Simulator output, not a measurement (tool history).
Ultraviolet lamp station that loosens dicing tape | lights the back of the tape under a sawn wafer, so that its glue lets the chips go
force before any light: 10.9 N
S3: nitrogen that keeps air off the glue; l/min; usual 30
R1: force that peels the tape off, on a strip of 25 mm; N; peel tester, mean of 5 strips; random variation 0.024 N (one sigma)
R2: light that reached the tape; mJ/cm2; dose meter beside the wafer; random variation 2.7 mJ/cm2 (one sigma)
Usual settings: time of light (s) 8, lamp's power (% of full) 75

run 1 hour=0 | time_of_light_(s)=8 lamp's_power_(%_of_full)=75 S3=30 | R1=1.376 R2=329
run 2 hour=5.5 | time_of_light_(s)=8 lamp's_power_(%_of_full)=75 S3=30 | R1=1.413 R2=331
run 3 hour=11.5 | time_of_light_(s)=8 lamp's_power_(%_of_full)=75 S3=27 | R1=1.499 R2=329
run 4 hour=16.9 | time_of_light_(s)=8 lamp's_power_(%_of_full)=75 S3=27 | R1=1.57 R2=326
run 5 hour=23.5 | time_of_light_(s)=8 lamp's_power_(%_of_full)=75 S3=27 | R1=1.56 R2=328
-- hour=29.1 window cleaned of glue's vapour
run 6 hour=34.6 | time_of_light_(s)=8 lamp's_power_(%_of_full)=75 S3=27 | R1=1.309 R2=345
run 7 hour=44.9 | time_of_light_(s)=8 lamp's_power_(%_of_full)=75 S3=27 | R1=1.309 R2=347
run 8 hour=51.6 | time_of_light_(s)=8 lamp's_power_(%_of_full)=75 S3=27 | R1=1.311 R2=343
run 9 hour=57.2 | time_of_light_(s)=8 lamp's_power_(%_of_full)=75 S3=18 | R1=1.694 R2=347
run 10 hour=63.5 | time_of_light_(s)=8 lamp's_power_(%_of_full)=75 S3=18 | R1=1.754 R2=345
run 11 hour=68.9 | time_of_light_(s)=8 lamp's_power_(%_of_full)=75 S3=18 | R1=1.703 R2=347
run 12 hour=75.1 | time_of_light_(s)=8 lamp's_power_(%_of_full)=75 S3=18 | R1=1.789 R2=345
run 13 hour=86 | time_of_light_(s)=8 lamp's_power_(%_of_full)=75 S3=18 | R1=1.772 R2=343
run 14 hour=92.1 | time_of_light_(s)=5 lamp's_power_(%_of_full)=75 S3=18 | R1=3.435 R2=216
run 15 hour=100.1 | time_of_light_(s)=5 lamp's_power_(%_of_full)=75 S3=18 | R1=3.477 R2=215
run 16 hour=111.5 | time_of_light_(s)=10 lamp's_power_(%_of_full)=75 S3=30 | R1=0.787 R2=423
run 17 hour=116.4 | time_of_light_(s)=8 lamp's_power_(%_of_full)=75 S3=30 | R1=1.302 R2=342
run 18 hour=123.7 | time_of_light_(s)=8 lamp's_power_(%_of_full)=75 S3=30 | R1=1.343 R2=342
run 19 hour=130.5 | time_of_light_(s)=9 lamp's_power_(%_of_full)=64 S3=30 | R1=1.401 R2=329
run 20 hour=136 | time_of_light_(s)=8 lamp's_power_(%_of_full)=80 S3=17 | R1=1.613 R2=360
run 21 hour=146.4 | time_of_light_(s)=4 lamp's_power_(%_of_full)=75 S3=30 | R1=3.69 R2=169
run 22 hour=157.4 | time_of_light_(s)=4 lamp's_power_(%_of_full)=97 S3=18 | R1=3.367 R2=214
run 23 hour=168 | time_of_light_(s)=8 lamp's_power_(%_of_full)=75 S3=60 | R1=0.924 R2=332
run 24 hour=177.1 | time_of_light_(s)=6 lamp's_power_(%_of_full)=93 S3=28 | R1=1.652 R2=310
run 25 hour=188 | time_of_light_(s)=12 lamp's_power_(%_of_full)=93 S3=10 | R1=0.799 R2=619
run 26 hour=195.8 | time_of_light_(s)=14 lamp's_power_(%_of_full)=79 S3=15 | R1=0.572 R2=608
run 27 hour=206.7 | time_of_light_(s)=5 lamp's_power_(%_of_full)=97 S3=34 | R1=1.944 R2=267
run 28 hour=217.9 | time_of_light_(s)=15 lamp's_power_(%_of_full)=75 S3=10 | R1=0.797 R2=621
run 29 hour=228.1 | time_of_light_(s)=11 lamp's_power_(%_of_full)=75 S3=17 | R1=1.102 R2=453
run 30 hour=238.3 | time_of_light_(s)=11 lamp's_power_(%_of_full)=75 S3=17 | R1=1.056 R2=447
run 31 hour=249.5 | time_of_light_(s)=6 lamp's_power_(%_of_full)=61 S3=36 | R1=2.874 R2=199
run 32 hour=260.1 | time_of_light_(s)=8 lamp's_power_(%_of_full)=74 S3=17 | R1=2.034 R2=322
run 33 hour=267.3 | time_of_light_(s)=8 lamp's_power_(%_of_full)=74 S3=17 | R1=2.094 R2=315
run 34 hour=273.5 | time_of_light_(s)=8 lamp's_power_(%_of_full)=74 S3=17 | R1=2.11 R2=318
run 35 hour=280.9 | time_of_light_(s)=8 lamp's_power_(%_of_full)=74 S3=17 | R1=2.076 R2=314

Some steps in R1 between neighbouring runs. How much of each would the tool show without its hidden state too (settings, what came in, random variation), and how much is left for the hidden state, with any gauge scatter that isn't in both results?
The hidden state here: lamp's light, % of a new lamp's; light that the window lets through, % of a clean one's; drift of the gauge itself on peel_n, %; drift of the gauge itself on dose_mj_cm2, %.
Run 5 -> 6: window cleaned of glue's vapour. R1 -0.251 N: hidden state -0.209, all else -0.042.
Run 15 -> 16: time of light (s) 5 -> 10, S3 18 -> 30. R1 -2.69 N: hidden state -0.072, all else -2.618.
Run 20 -> 21: time of light (s) 8 -> 4, lamp's power (% of full) 80 -> 75, S3 17 -> 30. R1 +2.077 N: hidden state +0.066, all else +2.011.
Run 22 -> 23: time of light (s) 4 -> 8, lamp's power (% of full) 97 -> 75, S3 18 -> 60. R1 -2.443 N: hidden state -0.096, all else -2.347.
Run 26 -> 27: time of light (s) 14 -> 5, lamp's power (% of full) 79 -> 97, S3 15 -> 34. R1 +1.372 N: hidden state +0.141, all else +1.231.
Run 30 -> 31: time of light (s) 11 -> 6, lamp's power (% of full) 75 -> 61, S3 17 -> 36. R1 +1.818 N: hidden state +0.145, all else +1.673.
